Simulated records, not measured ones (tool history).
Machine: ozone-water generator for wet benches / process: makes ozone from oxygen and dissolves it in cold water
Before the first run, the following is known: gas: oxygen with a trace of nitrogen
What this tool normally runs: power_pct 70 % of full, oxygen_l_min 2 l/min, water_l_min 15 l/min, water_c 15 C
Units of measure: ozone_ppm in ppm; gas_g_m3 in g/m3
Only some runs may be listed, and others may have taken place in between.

run 1 day=0 | power_pct=70 oxygen_l_min=2 water_l_min=15 water_c=15 | ozone_ppm=11.9 gas_g_m3=153.5
run 2 day=2.721 | power_pct=70 oxygen_l_min=2 water_l_min=15 water_c=8 | ozone_ppm=12.5 gas_g_m3=152.7
run 3 day=7.321 | power_pct=70 oxygen_l_min=2 water_l_min=15 water_c=15 | ozone_ppm=11.6 gas_g_m3=151.2
run 4 day=11.229 | power_pct=70 oxygen_l_min=2 water_l_min=15 water_c=15 | ozone_ppm=11.9 gas_g_m3=152.9
run 5 day=14.121 | power_pct=70 oxygen_l_min=2 water_l_min=15 water_c=15 | ozone_ppm=11.6 gas_g_m3=150.5
run 6 day=16.717 | power_pct=57 oxygen_l_min=2 water_l_min=9 water_c=11 | ozone_ppm=16.2 gas_g_m3=129.1
run 7 day=21.096 | power_pct=57 oxygen_l_min=2 water_l_min=15 water_c=15 | ozone_ppm=10.1 gas_g_m3=129.6
run 8 day=23.338 | power_pct=72 oxygen_l_min=1.17 water_l_min=15 water_c=15 | ozone_ppm=10.3 gas_g_m3=199.5
run 9 day=25.712 | power_pct=72 oxygen_l_min=1.17 water_l_min=15 water_c=15 | ozone_ppm=9.9 gas_g_m3=198.9
run 10 day=30.175 | power_pct=95 oxygen_l_min=1.14 water_l_min=15 water_c=15 | ozone_ppm=12.2 gas_g_m3=242.3

A few steps of ozone_ppm between consecutive runs. Split each: what settings, incoming material and random variation would produce without the hidden state, and what is left over for the hidden state, along with gauge scatter present in only one of the two compared results (measured, and without hidden state):
The tool's hidden condition here consists of: yield of the discharge, % of new electrodes'; contactor's efficiency, % of a clean one's; true water temperature over the reading, C; drift of the gauge itself on ozone_ppm, %; drift of the gauge itself on gas_g_m3, %.
Run 6 -> 7: water_l_min 9 -> 15, water_c 11 -> 15. ozone_ppm -6.1 ppm: hidden state +0.2, all else -6.3.
Run 9 -> 10: power_pct 72 -> 95, oxygen_l_min 1.17 -> 1.14. ozone_ppm +2.3 ppm: hidden state -0.4, all else +2.7.

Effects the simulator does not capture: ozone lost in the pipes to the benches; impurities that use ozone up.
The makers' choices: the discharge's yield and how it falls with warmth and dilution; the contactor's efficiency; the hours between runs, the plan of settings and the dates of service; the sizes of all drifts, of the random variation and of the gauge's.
